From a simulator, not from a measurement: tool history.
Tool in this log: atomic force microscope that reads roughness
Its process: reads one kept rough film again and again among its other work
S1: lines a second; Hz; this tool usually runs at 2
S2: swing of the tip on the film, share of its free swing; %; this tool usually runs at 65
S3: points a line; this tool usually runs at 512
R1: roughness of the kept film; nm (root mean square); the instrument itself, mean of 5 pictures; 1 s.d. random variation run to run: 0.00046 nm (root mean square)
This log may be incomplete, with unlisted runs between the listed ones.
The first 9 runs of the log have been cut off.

{"run": 10, "hour": 256.7, "S1": 2, "S2": 65, "S3": 512, "R1": 0.5666}
{"run": 11, "hour": 281.5, "S1": 2, "S2": 65, "S3": 512, "R1": 0.5659}
{"run": 12, "hour": 311.0, "S1": 2, "S2": 65, "S3": 512, "R1": 0.5654}
{"run": 13, "hour": 345.9, "S1": 2, "S2": 62, "S3": 512, "R1": 0.5675}
{"run": 14, "hour": 361.7, "S1": 2, "S2": 65, "S3": 794, "R1": 0.5648}
{"run": 15, "hour": 383.4, "S1": 2, "S2": 65, "S3": 794, "R1": 0.5637}
{"hour": 400.9, "done": "new tip fitted"}
{"run": 16, "hour": 404.5, "S1": 2, "S2": 65, "S3": 794, "R1": 0.568}
{"run": 17, "hour": 422.4, "S1": 2, "S2": 65, "S3": 794, "R1": 0.568}
{"run": 18, "hour": 456.1, "S1": 2.27, "S2": 73, "S3": 257, "R1": 0.5489}
{"run": 19, "hour": 476.8, "S1": 0.83, "S2": 72, "S3": 1007, "R1": 0.5749}
{"run": 20, "hour": 502.5, "S1": 0.7, "S2": 81, "S3": 1007, "R1": 0.5701}
{"run": 21, "hour": 530.9, "S1": 0.7, "S2": 81, "S3": 1007, "R1": 0.5686}
{"run": 22, "hour": 555.9, "S1": 0.7, "S2": 89, "S3": 347, "R1": 0.5595}
{"run": 23, "hour": 580.2, "S1": 2, "S2": 58, "S3": 390, "R1": 0.5704}
{"run": 24, "hour": 600.7, "S1": 0.91, "S2": 81, "S3": 512, "R1": 0.5623}
{"hour": 614.4, "done": "new tip fitted"}
{"run": 25, "hour": 631.2, "S1": 0.89, "S2": 75, "S3": 759, "R1": 0.5718}
{"run": 26, "hour": 656.5, "S1": 1.21, "S2": 66, "S3": 605, "R1": 0.5746}
{"run": 27, "hour": 685.8, "S1": 1.21, "S2": 66, "S3": 605, "R1": 0.5745}
{"run": 28, "hour": 718.4, "S1": 2, "S2": 75, "S3": 533, "R1": 0.5514}
{"run": 29, "hour": 733.6, "S1": 1.45, "S2": 60, "S3": 549, "R1": 0.5756}
{"run": 30, "hour": 771.1, "S1": 1.09, "S2": 89, "S3": 847, "R1": 0.5485}
{"run": 31, "hour": 795.5, "S1": 0.81, "S2": 81, "S3": 512, "R1": 0.5648}

Below are 5 alternative next runs, each starting from the tool's condition after run 31. Predict each:
{"run": "A", "hour": 812.0, "S1": 2, "S2": 88, "S3": 488, "R1": "?"}
{"run": "B", "hour": 812.0, "S1": 1.35, "S2": 81, "S3": 512, "R1": "?"}
{"run": "C", "hour": 812.0, "S1": 1.78, "S2": 87, "S3": 636, "R1": "?"}
{"run": "D", "hour": 812.0, "S1": 2, "S2": 87, "S3": 512, "R1": "?"}
{"run": "E", "hour": 812.0, "S1": 2, "S2": 71, "S3": 512, "R1": "?"}

run=A R1=0.5214
run=B R1=0.5525
run=C R1=0.531
run=D R1=0.5245
run=E R1=0.5562
With no hidden state in the tool, these same runs would have given:
run=A R1=0.5235
run=B R1=0.5547
run=C R1=0.5332
run=D R1=0.5266
run=E R1=0.5585
